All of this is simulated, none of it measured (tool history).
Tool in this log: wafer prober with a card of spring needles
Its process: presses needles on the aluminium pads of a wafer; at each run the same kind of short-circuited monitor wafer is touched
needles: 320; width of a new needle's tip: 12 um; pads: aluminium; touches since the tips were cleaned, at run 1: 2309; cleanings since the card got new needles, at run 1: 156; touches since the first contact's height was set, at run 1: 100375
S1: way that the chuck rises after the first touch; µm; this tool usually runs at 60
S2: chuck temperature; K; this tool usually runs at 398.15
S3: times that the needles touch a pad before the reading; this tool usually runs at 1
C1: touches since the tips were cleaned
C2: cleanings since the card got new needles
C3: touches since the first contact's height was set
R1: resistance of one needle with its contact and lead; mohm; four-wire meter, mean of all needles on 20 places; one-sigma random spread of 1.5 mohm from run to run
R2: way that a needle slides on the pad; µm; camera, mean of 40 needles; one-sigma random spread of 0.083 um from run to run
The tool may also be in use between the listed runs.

run,hour,S1,S2,S3,C1,C2,C3,R1,R2
1,0,60,398.15,1,2309,156,100375,220,9.93
# hour 6.6: tips cleaned on abrasive film
# hour 22.9: tips cleaned on abrasive film
# hour 39.2: tips cleaned on abrasive film
2,51.7,60,398.15,1,3539,159,114911,245,9.99
# hour 55.1: tips cleaned on abrasive film
# hour 68.2: tips cleaned on abrasive film
# hour 84.5: tips cleaned on abrasive film
3,95.4,60,398.15,1,3075,162,127151,236,9.78
# hour 98.7: tips cleaned on abrasive film
# hour 115: tips cleaned on abrasive film
# hour 131.3: tips cleaned on abrasive film
# hour 147.6: tips cleaned on abrasive film
# hour 164: tips cleaned on abrasive film
# hour 180.3: tips cleaned on abrasive film
4,185.6,60,398.15,2,1500,168,152481,178,9.7
# hour 195.4: tips cleaned on abrasive film
# hour 211.7: tips cleaned on abrasive film
# hour 228: tips cleaned on abrasive film
# hour 241.1: tips cleaned on abrasive film
# hour 255.5: tips cleaned on abrasive film
5,255.5,60,398.15,2,0,173,172090,142,9.68
# hour 271.8: tips cleaned on abrasive film
# hour 288.1: tips cleaned on abrasive film
# hour 304.4: tips cleaned on abrasive film
6,312.3,60,340.15,1,2224,176,188062,218,9.85
# hour 318.9: tips cleaned on abrasive film
# hour 335.2: tips cleaned on abrasive film
# hour 351.5: tips cleaned on abrasive film
# hour 361.5: height of the first contact set anew
# hour 368.1: tips cleaned on abrasive film
7,379.2,46,398.15,1,3136,180,4969,295,7.71
# hour 382.6: tips cleaned on abrasive film
# hour 398.9: tips cleaned on abrasive film
# hour 411.9: tips cleaned on abrasive film
# hour 428.3: tips cleaned on abrasive film
# hour 444.6: tips cleaned on abrasive film
8,449.3,60,398.15,1,1346,185,24645,200,10.22
# hour 459.2: tips cleaned on abrasive film
# hour 475.5: tips cleaned on abrasive film
# hour 488.6: tips cleaned on abrasive film
# hour 504.9: tips cleaned on abrasive film
9,512.7,60,398.15,2,2216,189,42444,185,9.96
# hour 519.3: tips cleaned on abrasive film
# hour 535.6: tips cleaned on abrasive film
# hour 551.1: tips cleaned on abrasive film
10,551.1,60,398.15,2,0,192,53208,145,10.13
# hour 564.2: tips cleaned on abrasive film
# hour 580.5: tips cleaned on abrasive film
# hour 596.8: tips cleaned on abrasive film
# hour 613.1: tips cleaned on abrasive film
11,620.2,60,398.15,2,2012,196,72635,192,10.1
# hour 626.8: tips cleaned on abrasive film
# hour 643.1: tips cleaned on abrasive film
# hour 659.5: tips cleaned on abrasive film
12,669.6,60,398.15,2,2858,199,86489,202,9.99

Run 13 has not been measured yet. What should we expect?
# hour 672.9: tips cleaned on abrasive film
# hour 686: tips cleaned on abrasive film
# hour 702.3: tips cleaned on abrasive film
# hour 718.6: tips cleaned on abrasive film
# hour 734.9: tips cleaned on abrasive film
# hour 751.3: tips cleaned on abrasive film
13,754.7,60,398.15,2,976,205,110380,?,?

R1: 168 mohm
R2: 9.9 µm
Minus the tool's unlogged condition, the same run would have read R1 133 mohm, R2 10.19 µm.

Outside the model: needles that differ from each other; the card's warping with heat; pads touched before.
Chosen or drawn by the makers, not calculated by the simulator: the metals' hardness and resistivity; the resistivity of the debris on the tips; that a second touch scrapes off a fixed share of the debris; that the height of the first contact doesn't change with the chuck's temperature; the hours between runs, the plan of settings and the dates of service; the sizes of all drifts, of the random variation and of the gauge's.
